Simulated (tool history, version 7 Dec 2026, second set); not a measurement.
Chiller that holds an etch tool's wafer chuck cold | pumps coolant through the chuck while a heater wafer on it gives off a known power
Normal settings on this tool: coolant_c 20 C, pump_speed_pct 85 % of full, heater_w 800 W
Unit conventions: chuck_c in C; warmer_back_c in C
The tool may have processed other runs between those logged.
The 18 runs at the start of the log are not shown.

run,hour,coolant_c,pump_speed_pct,heater_w,hours since the coolant was changed and the channels were flushed,hours since the pump was overhauled,hours since the chiller's thermometer was calibrated,chuck_c,warmer_back_c
19,448.1,20,85,800,5862,574,2138,25.6,1.69
20,467.8,20,85,500,5882,594,2157,23.3,1.06
21,490.3,21,65,500,5904,617,2180,25.5,1.43
22,518.0,21,65,500,5932,644,2208,25.4,1.41
23,537.7,23,65,856,5951,664,2227,30.7,2.40
24,558.9,23,65,856,5973,685,2248,30.6,2.46
25,577.6,20,93,607,5991,704,2267,23.9,1.13
26,602.0,20,85,435,6016,728,2292,23.0,0.90
27,620.1,20,70,435,6034,746,2310,23.6,1.14
28,638.5,20,70,435,6052,765,2328,23.4,1.12
29,654.5,21,89,800,6068,781,2344,26.4,1.58
30,668.5,15,71,800,6082,795,2358,21.7,2.09
31,695.5,18,65,800,6109,822,2385,25.4,2.24
32,709.3,18,79,800,6123,836,2399,23.9,1.81
33,725.9,30,70,568,6140,852,2415,34.7,1.49

Consider 3 possible next runs. They are alternatives, not a sequence: every one starts from the tool as it was left by run 33. What does each give?
A,755.2,20,85,443,6169,881,2445,?,?
B,755.2,15,70,599,6169,881,2445,?,?
C,755.2,12,70,568,6169,881,2445,?,?

run,chuck_c,warmer_back_c
A,23.0,0.90
B,19.9,1.52
C,16.7,1.52
With the hidden condition removed and each run's random variation left untouched, the same runs would have given:
run,chuck_c,warmer_back_c
A,22.8,0.88
B,19.4,1.50
C,16.2,1.50

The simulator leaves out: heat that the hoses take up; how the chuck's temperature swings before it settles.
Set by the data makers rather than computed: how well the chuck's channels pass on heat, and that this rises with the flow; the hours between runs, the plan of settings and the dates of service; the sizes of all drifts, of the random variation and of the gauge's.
